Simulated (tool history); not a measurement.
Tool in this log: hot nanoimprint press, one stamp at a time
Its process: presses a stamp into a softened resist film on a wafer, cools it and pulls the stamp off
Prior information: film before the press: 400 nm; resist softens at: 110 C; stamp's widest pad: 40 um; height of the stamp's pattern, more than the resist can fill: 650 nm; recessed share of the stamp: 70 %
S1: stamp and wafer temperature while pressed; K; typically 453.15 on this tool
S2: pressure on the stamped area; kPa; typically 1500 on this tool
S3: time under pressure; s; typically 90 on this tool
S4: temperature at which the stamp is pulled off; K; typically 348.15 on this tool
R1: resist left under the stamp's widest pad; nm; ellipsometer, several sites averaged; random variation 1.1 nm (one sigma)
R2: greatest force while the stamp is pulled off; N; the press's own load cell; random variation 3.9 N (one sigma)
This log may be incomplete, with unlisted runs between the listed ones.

run 1 day=0.000 | S1=453.15 S2=1500 S3=90 S4=348.15 | R1=156.7 R2=189
-- day=1.608 stamp cleaned and given a new release coat
run 2 day=1.608 | S1=453.15 S2=1500 S3=90 S4=348.15 | R1=153.9 R2=191
run 3 day=4.404 | S1=453.15 S2=1500 S3=90 S4=348.15 | R1=155.9 R2=190
run 4 day=5.654 | S1=453.15 S2=1500 S3=90 S4=348.15 | R1=155.4 R2=195
run 5 day=7.308 | S1=453.15 S2=1500 S3=90 S4=348.15 | R1=156.3 R2=186
run 6 day=8.825 | S1=453.15 S2=1500 S3=90 S4=348.15 | R1=155.0 R2=182
run 7 day=10.633 | S1=453.15 S2=1160 S3=90 S4=348.15 | R1=177.0 R2=192
run 8 day=12.812 | S1=460.15 S2=1310 S3=85 S4=356.15 | R1=123.9 R2=163
run 9 day=14.458 | S1=441.15 S2=1650 S3=151 S4=348.15 | R1=215.8 R2=185
run 10 day=15.846 | S1=441.15 S2=1650 S3=151 S4=348.15 | R1=217.0 R2=192
-- day=16.654 plate thermocouple calibrated
run 11 day=18.150 | S1=451.15 S2=980 S3=50 S4=341.15 | R1=249.7 R2=209
run 12 day=19.392 | S1=453.15 S2=1500 S3=90 S4=356.15 | R1=154.9 R2=162
run 13 day=21.021 | S1=453.15 S2=1500 S3=90 S4=356.15 | R1=154.7 R2=168
run 14 day=22.433 | S1=463.15 S2=1500 S3=90 S4=356.15 | R1=98.4 R2=165

Alternative continuations, all from the tool just after run 14; predict every row:
run A day=24.858 | S1=447.15 S2=1810 S3=59 S4=348.15 | R1=? R2=?
run B day=24.858 | S1=463.15 S2=1150 S3=90 S4=356.15 | R1=? R2=?
run C day=24.858 | S1=455.15 S2=1500 S3=90 S4=356.15 | R1=? R2=?
run D day=24.858 | S1=463.15 S2=2170 S3=52 S4=355.15 | R1=? R2=?

run=A R1=212.9 R2=192
run=B R1=115.1 R2=164
run=C R1=140.5 R2=161
run=D R1=97.0 R2=169
Without the tool's hidden state the same runs would have given:
run=A R1=212.8 R2=191
run=B R1=115.0 R2=163
run=C R1=140.4 R2=161
run=D R1=96.9 R2=168
